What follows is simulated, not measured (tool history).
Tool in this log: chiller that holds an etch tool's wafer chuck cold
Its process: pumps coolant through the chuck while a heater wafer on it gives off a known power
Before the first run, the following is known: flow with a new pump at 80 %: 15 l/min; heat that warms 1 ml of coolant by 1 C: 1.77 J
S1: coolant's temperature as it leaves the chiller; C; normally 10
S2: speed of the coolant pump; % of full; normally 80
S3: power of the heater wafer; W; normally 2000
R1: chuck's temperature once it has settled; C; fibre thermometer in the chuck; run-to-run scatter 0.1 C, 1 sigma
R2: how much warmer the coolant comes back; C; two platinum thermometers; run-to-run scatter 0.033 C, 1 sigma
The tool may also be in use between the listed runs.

run 1 hour=0.0 | S1=10 S2=80 S3=2000 | R1=23.5 R2=4.58
run 2 hour=62.3 | S1=10 S2=80 S3=2000 | R1=23.5 R2=4.55
run 3 hour=136.8 | S1=10 S2=80 S3=2000 | R1=23.8 R2=4.56
run 4 hour=219.4 | S1=10 S2=80 S3=2000 | R1=23.7 R2=4.56
run 5 hour=259.7 | S1=10 S2=80 S3=2000 | R1=23.7 R2=4.66
run 6 hour=334.4 | S1=10 S2=66 S3=2000 | R1=26.5 R2=5.74
run 7 hour=400.4 | S1=10 S2=66 S3=2000 | R1=26.6 R2=5.75
run 8 hour=461.5 | S1=10 S2=66 S3=2000 | R1=26.6 R2=5.71
run 9 hour=514.8 | S1=10 S2=66 S3=2000 | R1=26.6 R2=5.69
run 10 hour=564.4 | S1=10 S2=66 S3=2000 | R1=26.8 R2=5.73
run 11 hour=615.1 | S1=10 S2=80 S3=2000 | R1=23.9 R2=4.63
run 12 hour=671.9 | S1=10 S2=80 S3=2000 | R1=23.9 R2=4.57
run 13 hour=718.3 | S1=10 S2=80 S3=2000 | R1=24.0 R2=4.62
run 14 hour=793.3 | S1=10 S2=96 S3=2000 | R1=21.8 R2=3.69
run 15 hour=843.1 | S1=10 S2=96 S3=2000 | R1=21.7 R2=3.72
run 16 hour=922.0 | S1=10 S2=96 S3=2000 | R1=21.8 R2=3.73
run 17 hour=982.3 | S1=10 S2=96 S3=2000 | R1=21.9 R2=3.78
run 18 hour=1016.8 | S1=10 S2=96 S3=2000 | R1=21.7 R2=3.76
run 19 hour=1099.2 | S1=10 S2=96 S3=2000 | R1=21.8 R2=3.75
run 20 hour=1156.6 | S1=9 S2=61 S3=1006 | R1=18.4 R2=3.17
run 21 hour=1194.5 | S1=1 S2=63 S3=1359 | R1=13.5 R2=4.13
run 22 hour=1279.4 | S1=1 S2=63 S3=1359 | R1=13.3 R2=4.21
run 23 hour=1341.3 | S1=5 S2=80 S3=2000 | R1=19.2 R2=4.62
run 24 hour=1376.3 | S1=5 S2=97 S3=1263 | R1=12.5 R2=2.34
-- hour=1383.2 chiller's thermometer calibrated
run 25 hour=1444.4 | S1=9 S2=92 S3=1323 | R1=16.8 R2=2.60
run 26 hour=1528.0 | S1=12 S2=80 S3=2000 | R1=25.9 R2=4.66
run 27 hour=1581.8 | S1=10 S2=80 S3=2840 | R1=30.0 R2=6.63
run 28 hour=1627.5 | S1=13 S2=87 S3=2000 | R1=25.9 R2=4.23

Pick out some run-to-run changes in R1. Of each, how much would a tool without hidden state show as well, from the settings, what came in and chance, and how much is left for the hidden state and any gauge scatter not in both results compared?
Hidden state at play: heat passed by the chuck's channels, % of clean ones'; flow at a given pump speed, % of a new pump's; coolant's true temperature over the reading, C; drift of the gauge itself on chuck_c, C; drift of the gauge itself on warmer_back_c, C.
Run 23 -> 24: S2 80 -> 97, S3 2000 -> 1263. R1 -6.7 C: hidden state -0.8, all else -5.9.
Run 25 -> 26: S1 9 -> 12, S2 92 -> 80, S3 1323 -> 2000. R1 +9.1 C: hidden state +0.7, all else +8.4.
